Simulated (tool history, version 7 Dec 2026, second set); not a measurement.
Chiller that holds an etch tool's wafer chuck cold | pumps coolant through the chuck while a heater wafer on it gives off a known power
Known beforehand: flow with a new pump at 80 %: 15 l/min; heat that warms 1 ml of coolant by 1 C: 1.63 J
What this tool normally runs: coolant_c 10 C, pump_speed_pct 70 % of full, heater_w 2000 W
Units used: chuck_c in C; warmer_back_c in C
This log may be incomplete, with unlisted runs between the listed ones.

run	day	coolant_c	pump_speed_pct	heater_w	chuck_c	warmer_back_c
1	0.000	10	70	2000	30.1	5.64
2	4.721	7	70	2000	27.0	5.64
3	8.817	10	70	2000	30.0	5.65
4	11.725	10	70	2000	30.1	5.66
5	16.529	10	70	2000	29.8	5.61
6	19.604	10	70	2000	30.0	5.63
7	24.725	10	70	2000	29.9	5.64
# day 29.067: chiller's thermometer calibrated
8	30.262	10	70	2000	30.1	5.71
9	34.275	10	70	2000	30.2	5.72
10	37.600	10	70	2000	29.9	5.69
11	41.962	10	70	2000	30.0	5.73
12	44.758	10	70	2000	30.1	5.72
13	49.354	10	70	2000	30.3	5.76
14	51.896	10	70	1619	26.1	4.62
15	56.721	10	65	2000	31.1	6.20
16	62.283	10	65	2000	31.0	6.25
17	66.225	10	65	2000	31.1	6.21
18	69.433	5	65	2000	26.2	6.20
19	71.821	13	70	2000	33.0	5.76
20	74.442	13	70	2000	33.1	5.83
21	78.425	14	77	2946	41.8	7.66
22	82.250	10	77	1881	27.9	4.98
23	84.975	5	95	1197	15.0	2.63
24	88.688	11	78	1197	22.2	3.22
# day 92.062: coolant changed, channels flushed
25	93.338	11	78	1197	22.3	3.19
26	95.762	14	70	1337	27.4	3.99
27	99.762	9	83	2539	31.9	6.18
28	103.542	10	62	1065	21.6	3.57
29	106.871	10	70	2191	32.0	6.39
30	110.538	20	70	2000	40.1	5.85
31	113.321	8	83	1365	20.3	3.42
32	118.375	16	92	1304	27.0	2.97
33	121.392	11	92	1484	23.4	3.41

Results per run with the tool's hidden condition removed, run-to-run variation unchanged:
Hidden conditions of the tool in this case: heat passed by the chuck's channels, % of clean ones'; flow at a given pump speed, % of a new pump's; coolant's true temperature over the reading, C; drift of the gauge itself on chuck_c, C; drift of the gauge itself on warmer_back_c, C.
run	warmer_back_c
1	5.64
2	5.63
3	5.63
4	5.63
5	5.58
6	5.59
7	5.60
8	5.65
9	5.65
10	5.62
11	5.64
12	5.64
13	5.67
14	4.52
15	6.09
16	6.13
17	6.08
18	6.07
19	5.63
20	5.68
21	7.51
22	4.82
23	2.47
24	3.05
25	3.01
26	3.81
27	5.99
28	3.37
29	6.19
30	5.64
31	3.20
32	2.74
33	3.18
chuck_c: differs from the measured result by no more than 0.1 C in any run.

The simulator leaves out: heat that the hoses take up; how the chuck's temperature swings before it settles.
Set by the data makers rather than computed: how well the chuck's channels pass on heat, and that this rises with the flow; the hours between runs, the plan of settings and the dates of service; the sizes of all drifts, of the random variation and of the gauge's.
